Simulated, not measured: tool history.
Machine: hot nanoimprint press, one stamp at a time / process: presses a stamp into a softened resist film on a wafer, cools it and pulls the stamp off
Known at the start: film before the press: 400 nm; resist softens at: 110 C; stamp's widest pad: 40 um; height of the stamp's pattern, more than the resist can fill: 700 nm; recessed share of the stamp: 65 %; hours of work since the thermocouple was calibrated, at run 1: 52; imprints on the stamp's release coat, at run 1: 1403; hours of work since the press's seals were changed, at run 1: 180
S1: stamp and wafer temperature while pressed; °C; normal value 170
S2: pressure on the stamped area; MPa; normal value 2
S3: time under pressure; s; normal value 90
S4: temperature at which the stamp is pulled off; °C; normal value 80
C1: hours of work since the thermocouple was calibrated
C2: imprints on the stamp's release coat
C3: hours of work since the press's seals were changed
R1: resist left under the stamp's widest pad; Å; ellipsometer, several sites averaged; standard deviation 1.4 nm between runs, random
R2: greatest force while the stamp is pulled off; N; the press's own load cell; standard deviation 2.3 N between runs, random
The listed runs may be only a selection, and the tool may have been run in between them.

run,hour,S1,S2,S3,S4,C1,C2,C3,R1,R2
1,0,170,2,90,80,52,1403,180,2168,111
2,27.7,170,2,90,80,69,1457,197,2172,116
3,41.2,170,2,90,80,77,1484,205,2171,119
4,59,170,2,90,80,88,1519,215,2187,116
5,85.8,170,2,90,80,104,1571,232,2179,112
6,106.4,170,2,90,80,117,1612,244,2178,116
7,127.5,170,2,178,80,129,1653,257,1692,122
8,140.2,170,2,178,80,137,1678,264,1703,115
9,156.8,170,2,178,80,147,1711,274,1703,119
10,175.6,170,1.93,90,80,158,1747,286,2208,118
11,191.3,170,2,90,80,168,1778,295,2171,124
12,209.2,180,2,90,80,179,1813,306,1465,117
13,234.6,170,2,90,80,194,1863,321,2165,120
14,250.2,170,2,90,80,203,1894,331,2190,124
15,276.3,170,2,90,87,219,1945,347,2219,98
16,294.7,170,2.28,90,87,230,1981,358,2068,102
17,310.5,166,2,90,65,240,2012,367,2550,163
# hour 316.1: plate thermocouple calibrated
18,339,171,2,159,65,14,2062,383,1754,172
19,354,171,2,159,65,23,2091,392,1738,172
20,370.5,182,1.92,136,86,33,2124,402,1167,104
21,395.9,182,1.92,136,86,48,2174,417,1150,102
22,407.4,180,2.22,90,81,55,2196,424,1421,119
23,420.5,180,2.82,90,72,63,2222,432,1267,155
24,447.5,180,2.82,80,77,79,2275,448,1330,137
# hour 469.8: plate thermocouple calibrated, once more
25,476.5,180,2.82,80,77,4,2326,464,1266,134
# hour 493.5: stamp cleaned and given a new release coat
26,497.3,180,2.64,80,84,13,8,473,1329,95
27,513.6,176,1.58,60,88,23,40,483,2165,84
28,529.1,175,1.48,60,88,32,70,492,2324,80
29,552.2,170,2,124,80,46,115,506,1966,105

Hidden condition of the tool, last listed run before each entry between runs versus first listed run after:
From run 17 to run 18: plate thermocouple calibrated (hour 316.1)
  true temperature over the reading, C: -0.53 -> -0.89; pressure that arrives at the usual setting, %: 97.53 -> 97.45; grip of the stamp's worn release coat, % over a new coat's: 14.2 -> 14.6
  the result without the hidden state subtracted from the measured one, R1: +70 -> +89 Å; R2: +22 -> +24 N
From run 24 to run 25: plate thermocouple calibrated, once more (hour 469.8)
  true temperature over the reading, C: -1.03 -> -0.09; pressure that arrives at the usual setting, %: 97.13 -> 97.06; grip of the stamp's worn release coat, % over a new coat's: 16.1 -> 16.5
  the result without the hidden state subtracted from the measured one, R1: +84 -> +32 Å; R2: +22 -> +19 N
From run 25 to run 26: stamp cleaned and given a new release coat (hour 493.5)
  true temperature over the reading, C: -0.09 -> -0.11; pressure that arrives at the usual setting, %: 97.06 -> 97.01; grip of the stamp's worn release coat, % over a new coat's: 16.5 -> 0.1
  the result without the hidden state subtracted from the measured one, R1: +32 -> +33 Å; R2: +19 -> +0 N

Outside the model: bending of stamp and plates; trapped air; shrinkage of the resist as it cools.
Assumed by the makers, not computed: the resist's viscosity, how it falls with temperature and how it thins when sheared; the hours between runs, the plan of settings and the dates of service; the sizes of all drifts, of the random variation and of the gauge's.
